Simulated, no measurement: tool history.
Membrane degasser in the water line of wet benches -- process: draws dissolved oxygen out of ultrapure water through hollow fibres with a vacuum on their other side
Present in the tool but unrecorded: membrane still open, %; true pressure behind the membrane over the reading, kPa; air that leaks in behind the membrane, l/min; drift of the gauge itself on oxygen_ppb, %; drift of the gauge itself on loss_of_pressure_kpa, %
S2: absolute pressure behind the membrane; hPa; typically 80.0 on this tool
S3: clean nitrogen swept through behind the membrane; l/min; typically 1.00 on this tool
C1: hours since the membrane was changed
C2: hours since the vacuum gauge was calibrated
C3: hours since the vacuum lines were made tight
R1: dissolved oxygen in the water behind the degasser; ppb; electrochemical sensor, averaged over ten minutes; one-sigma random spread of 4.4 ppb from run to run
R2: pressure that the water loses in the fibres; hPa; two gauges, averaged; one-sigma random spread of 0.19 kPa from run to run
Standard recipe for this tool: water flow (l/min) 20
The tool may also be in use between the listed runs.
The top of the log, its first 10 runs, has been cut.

Run 11, day 85.429: usual settings; C1 10368; C2 4969; C3 6246. Result: R1 435.4 ppb, R2 405.8 hPa.
Run 12, day 92.946: usual settings; C1 10548; C2 5150; C3 6426. Result: R1 438.7 ppb, R2 409.5 hPa.
At day 97.454: vacuum gauge calibrated.
Run 13, day 103.729: usual settings; C1 10807; C2 151; C3 6684. Result: R1 433.6 ppb, R2 408.4 hPa.
At day 106.758: membrane cartridge changed.
Run 14, day 109.446: usual settings; C1 64; C2 284; C3 6817. Result: R1 446.4 ppb, R2 412.0 hPa.
Run 15, day 120.412: usual settings; C1 328; C2 547; C3 7081. Result: R1 437.2 ppb, R2 408.9 hPa.
At day 130.854: seals of the vacuum lines changed.
Run 16, day 131.425: usual settings; C1 590; C2 809; C3 14. Result: R1 439.6 ppb, R2 407.8 hPa.
Run 17, day 139.408: usual settings but S2 99.4 hPa; C1 782; C2 1001; C3 205. Result: R1 516.6 ppb, R2 409.4 hPa.
Run 18, day 146.662: usual settings but S2 99.4 hPa; C1 956; C2 1175; C3 379. Result: R1 520.5 ppb, R2 408.9 hPa.
Run 19, day 154.521: usual settings but S2 99.4 hPa; C1 1144; C2 1364; C3 568. Result: R1 518.7 ppb, R2 409.9 hPa.
Run 20, day 166.188: usual settings but S2 99.4 hPa; C1 1424; C2 1644; C3 848. Result: R1 512.3 ppb, R2 407.6 hPa.
Run 21, day 172.325: usual settings but water flow (l/min) 28, S2 66.3 hPa, S3 0.58 l/min; C1 1572; C2 1791; C3 995. Result: R1 774.1 ppb, R2 572.4 hPa.
Run 22, day 183.088: usual settings but water flow (l/min) 25, S2 185.1 hPa, S3 0.52 l/min; C1 1830; C2 2049; C3 1254. Result: R1 1532.0 ppb, R2 512.4 hPa.
Run 23, day 189.192: usual settings but water flow (l/min) 22, S2 129.7 hPa, S3 0.43 l/min; C1 1976; C2 2196; C3 1400. Result: R1 1101.0 ppb, R2 452.8 hPa.
Run 24, day 194.979: usual settings but water flow (l/min) 22, S2 129.7 hPa, S3 0.43 l/min; C1 2115; C2 2335; C3 1539. Result: R1 1103.6 ppb, R2 451.0 hPa.
Run 25, day 202.725: usual settings but water flow (l/min) 22, S2 82.7 hPa, S3 0.43 l/min; C1 2301; C2 2521; C3 1725. Result: R1 726.4 ppb, R2 451.1 hPa.
Run 26, day 208.592: usual settings but water flow (l/min) 19, S2 71.1 hPa; C1 2442; C2 2661; C3 1866. Result: R1 371.5 ppb, R2 390.0 hPa.
Run 27, day 217.688: usual settings but S2 145.5 hPa, S3 2.28 l/min; C1 2660; C2 2880; C3 2084. Result: R1 456.8 ppb, R2 408.5 hPa.
Run 28, day 228.033: usual settings but S2 145.5 hPa, S3 2.28 l/min; C1 2909; C2 3128; C3 2332. Result: R1 454.4 ppb, R2 410.9 hPa.
Run 29, day 234.967: usual settings but S2 145.5 hPa, S3 2.28 l/min; C1 3075; C2 3294; C3 2499. Result: R1 459.6 ppb, R2 410.2 hPa.
Run 30, day 246.012: usual settings but S2 145.5 hPa, S3 2.28 l/min; C1 3340; C2 3559; C3 2764. Result: R1 464.1 ppb, R2 412.3 hPa.
Run 31, day 256.733: usual settings but S2 154.7 hPa, S3 2.28 l/min; C1 3597; C2 3817; C3 3021. Result: R1 473.1 ppb, R2 412.0 hPa.
Run 32, day 262.546: usual settings but water flow (l/min) 26, S2 154.7 hPa, S3 1.36 l/min; C1 3737; C2 3956; C3 3161. Result: R1 860.0 ppb, R2 538.4 hPa.

Branching from run 32: 3 alternative next runs. What would each branch give?
Run A, day 268.608: usual settings but water flow (l/min) 29, S2 65.6 hPa, S3 0.40 l/min; C1 3882; C2 4102; C3 3306. Result: R1 ?, R2 ?.
Run B, day 268.608: usual settings but water flow (l/min) 14, S2 154.7 hPa, S3 0.55 l/min; C1 3882; C2 4102; C3 3306. Result: R1 ?, R2 ?.
Run C, day 268.608: usual settings but water flow (l/min) 15, S2 108.3 hPa, S3 0.49 l/min; C1 3882; C2 4102; C3 3306. Result: R1 ?, R2 ?.

run     R1     R2
  A  871.5  601.1
  B  707.0  290.0
  C  584.6  309.4
What these runs would have given with no unlogged condition in the tool:
run     R1     R2
  A  871.0  587.2
  B  706.9  283.3
  C  584.4  302.2

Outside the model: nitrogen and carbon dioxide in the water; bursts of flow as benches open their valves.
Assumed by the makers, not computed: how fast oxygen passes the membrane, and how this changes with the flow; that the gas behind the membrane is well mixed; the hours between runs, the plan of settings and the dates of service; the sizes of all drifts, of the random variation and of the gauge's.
